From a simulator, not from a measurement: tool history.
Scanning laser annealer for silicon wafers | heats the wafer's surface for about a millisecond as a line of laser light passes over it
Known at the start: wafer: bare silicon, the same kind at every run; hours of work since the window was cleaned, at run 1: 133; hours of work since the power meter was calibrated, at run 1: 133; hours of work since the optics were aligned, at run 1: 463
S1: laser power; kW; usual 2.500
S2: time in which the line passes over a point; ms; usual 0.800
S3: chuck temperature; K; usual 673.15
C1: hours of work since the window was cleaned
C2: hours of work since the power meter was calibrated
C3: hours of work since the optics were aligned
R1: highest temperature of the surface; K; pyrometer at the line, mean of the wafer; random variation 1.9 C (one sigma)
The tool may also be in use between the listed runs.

Run 1, hour 0.0: usual settings; C1 133; C2 133; C3 463. Result: R1 1356.15 K.
Run 2, hour 57.3: usual settings; C1 178; C2 178; C3 508. Result: R1 1349.15 K.
Run 3, hour 120.7: usual settings; C1 227; C2 227; C3 557. Result: R1 1346.15 K.
Run 4, hour 184.4: usual settings; C1 277; C2 277; C3 607. Result: R1 1342.15 K.
Run 5, hour 217.2: usual settings but S1 2.211 kW; C1 303; C2 303; C3 632. Result: R1 1242.15 K.
Run 6, hour 278.2: usual settings but S2 0.636 ms; C1 350; C2 350; C3 680. Result: R1 1262.15 K.
Run 7, hour 332.5: usual settings but S2 0.636 ms; C1 392; C2 392; C3 722. Result: R1 1258.15 K.
Run 8, hour 394.4: usual settings but S1 2.606 kW; C1 441; C2 441; C3 770. Result: R1 1358.15 K.
Run 9, hour 449.7: usual settings but S1 2.606 kW, S2 0.632 ms; C1 484; C2 484; C3 813. Result: R1 1278.15 K.
Run 10, hour 525.3: usual settings but S1 2.342 kW, S2 0.632 ms; C1 542; C2 542; C3 872. Result: R1 1196.15 K.
At hour 545.5: window over the wafer cleaned.
Run 11, hour 591.1: usual settings but S1 2.409 kW; C1 35; C2 592; C3 922. Result: R1 1322.15 K.
Run 12, hour 633.9: usual settings but S1 2.409 kW; C1 69; C2 625; C3 955. Result: R1 1320.15 K.
Run 13, hour 697.9: usual settings but S1 2.409 kW; C1 119; C2 675; C3 1005. Result: R1 1313.15 K.
Run 14, hour 755.4: usual settings but S3 688.15 K; C1 163; C2 720; C3 1050. Result: R1 1355.15 K.
Run 15, hour 800.4: usual settings but S3 663.15 K; C1 198; C2 755; C3 1085. Result: R1 1326.15 K.
Run 16, hour 859.4: usual settings but S1 2.716 kW, S3 702.15 K; C1 244; C2 801; C3 1131. Result: R1 1435.15 K.
Run 17, hour 940.2: usual settings but S1 2.716 kW, S3 702.15 K; C1 307; C2 864; C3 1194. Result: R1 1427.15 K.
Run 18, hour 1007.9: usual settings but S1 2.133 kW, S3 677.15 K; C1 360; C2 917; C3 1246. Result: R1 1199.15 K.
Run 19, hour 1057.8: usual settings but S1 2.133 kW, S3 677.15 K; C1 399; C2 956; C3 1285. Result: R1 1198.15 K.
Run 20, hour 1097.4: usual settings but S1 2.735 kW, S2 0.985 ms, S3 690.15 K; C1 430; C2 986; C3 1316. Result: R1 1484.15 K.
Run 21, hour 1164.2: usual settings but S1 2.133 kW, S2 0.772 ms, S3 684.15 K; C1 482; C2 1038; C3 1368. Result: R1 1191.15 K.
Run 22, hour 1206.4: usual settings but S1 2.635 kW, S2 0.841 ms, S3 677.15 K; C1 515; C2 1071; C3 1401. Result: R1 1366.15 K.
At hour 1267.3: window over the wafer cleaned.
Run 23, hour 1285.7: usual settings but S1 2.635 kW, S2 0.841 ms, S3 637.15 K; C1 14; C2 1131; C3 1461. Result: R1 1378.15 K.
Run 24, hour 1346.3: usual settings but S1 2.467 kW, S2 0.790 ms, S3 659.15 K; C1 62; C2 1179; C3 1508. Result: R1 1311.15 K.
At hour 1388.0: optics aligned, line set to its width.
Run 25, hour 1412.7: usual settings but S2 0.992 ms, S3 688.15 K; C1 109; C2 1226; C3 19. Result: R1 1449.15 K.
Run 26, hour 1468.9: usual settings but S2 0.758 ms, S3 688.15 K; C1 153; C2 1270; C3 63. Result: R1 1350.15 K.
Run 27, hour 1508.0: usual settings but S2 0.758 ms, S3 688.15 K; C1 184; C2 1301; C3 93. Result: R1 1343.15 K.
Run 28, hour 1545.4: usual settings but S1 2.148 kW, S2 0.770 ms; C1 213; C2 1330; C3 123. Result: R1 1216.15 K.
Run 29, hour 1615.7: usual settings but S2 0.670 ms, S3 711.15 K; C1 267; C2 1385; C3 177. Result: R1 1321.15 K.

4 ways to go on from here, each from the tool as it stands after run 29. What would each give?
Run A, hour 1665.5: usual settings but S2 0.621 ms, S3 646.15 K; C1 306; C2 1423; C3 216. Result: R1 ?.
Run B, hour 1665.5: usual settings but S1 2.668 kW, S3 709.15 K; C1 306; C2 1423; C3 216. Result: R1 ?.
Run C, hour 1665.5: usual settings but S1 2.437 kW, S2 0.670 ms, S3 637.15 K; C1 306; C2 1423; C3 216. Result: R1 ?.
Run D, hour 1665.5: usual settings but S1 2.159 kW; C1 306; C2 1423; C3 216. Result: R1 ?.

run       R1
  A  1229.15
  B  1430.15
  C  1224.15
  D  1222.15
Without the tool's hidden state the same runs would have given:
run       R1
  A  1265.15
  B  1473.15
  C  1259.15
  D  1255.15

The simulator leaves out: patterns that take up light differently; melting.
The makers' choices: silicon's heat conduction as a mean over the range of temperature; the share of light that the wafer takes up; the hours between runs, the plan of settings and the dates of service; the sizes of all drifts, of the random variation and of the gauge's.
